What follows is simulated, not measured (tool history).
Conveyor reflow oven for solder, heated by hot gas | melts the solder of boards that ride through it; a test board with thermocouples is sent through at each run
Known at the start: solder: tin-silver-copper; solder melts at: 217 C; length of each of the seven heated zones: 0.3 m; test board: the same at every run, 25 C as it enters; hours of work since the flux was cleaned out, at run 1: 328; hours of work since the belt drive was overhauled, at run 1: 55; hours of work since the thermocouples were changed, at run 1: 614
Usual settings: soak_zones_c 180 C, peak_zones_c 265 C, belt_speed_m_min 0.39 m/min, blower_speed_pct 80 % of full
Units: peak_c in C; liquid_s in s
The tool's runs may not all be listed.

run	hour	soak_zones_c	peak_zones_c	belt_speed_m_min	blower_speed_pct	hours of work since the flux was cleaned out	hours of work since the belt drive was overhauled	hours of work since the thermocouples were changed	peak_c	liquid_s
1	0	180	265	0.39	80	328	55	614	251.6	72.2
2	12.6	180	265	0.311	80	335	63	621	256.7	97.5
3	20.6	180	265	0.311	80	340	67	626	256.8	97.8
4	33.5	180	265	0.311	80	347	75	633	256.6	97.7
5	40.7	180	265	0.311	80	351	79	638	256.8	97.7
# hour 48.3: flux residue cleaned out of gas plates and filters
6	54.2	180	265	0.311	80	3	84	642	258.3	99.9
7	69.2	180	265	0.311	80	12	93	651	258.3	100.1
8	78.1	180	265	0.311	80	17	98	656	258.7	99.8
9	88.9	180	265	0.416	80	24	104	663	252.3	68.5
10	98.9	180	265	0.39	80	29	110	668	253.8	74.9
11	110.8	180	265	0.39	80	36	117	675	253.5	75
12	119	180	265	0.39	80	41	121	680	253.9	74.8
13	136.3	180	265	0.39	80	51	131	690	253.5	74.6
14	148.5	180	265	0.328	80	58	139	697	257.6	93.2
15	159.5	180	265	0.328	80	64	145	704	257	93.3
16	167.5	180	265	0.423	80	69	150	708	251.7	66.4
17	179.5	180	265	0.469	80	76	156	715	248.4	56.9
18	195.5	180	265	0.469	80	85	166	724	248.6	56.6
19	212.5	188	267	0.457	74	95	176	734	251.7	64.3
20	228.3	190	278	0.397	80	104	185	743	266.1	85.3
21	243.8	190	278	0.397	80	113	194	752	266.1	85.1
22	256.6	190	277	0.32	87	121	201	760	269.8	108.2
23	273.7	190	277	0.32	87	131	211	770	269.6	107.9
24	287.4	190	277	0.32	87	139	219	778	269.9	108.3
25	300.1	173	277	0.346	71	146	227	785	264.9	89.8
26	311.3	173	277	0.418	71	153	233	792	259.8	69.9
27	327.5	189	265	0.39	80	162	242	801	254	79.4
28	343.1	189	265	0.39	80	171	251	810	253.8	79.3
29	359	180	267	0.37	63	180	261	819	254.2	78.6

The next listed run, before its measurement:
30	371.6	180	265	0.39	84	188	268	827	?	?

peak_c: 252.7 C
liquid_s: 74.2 s
Without the tool's hidden state the same run would have given peak_c 255.2 C, liquid_s 76.1 s.
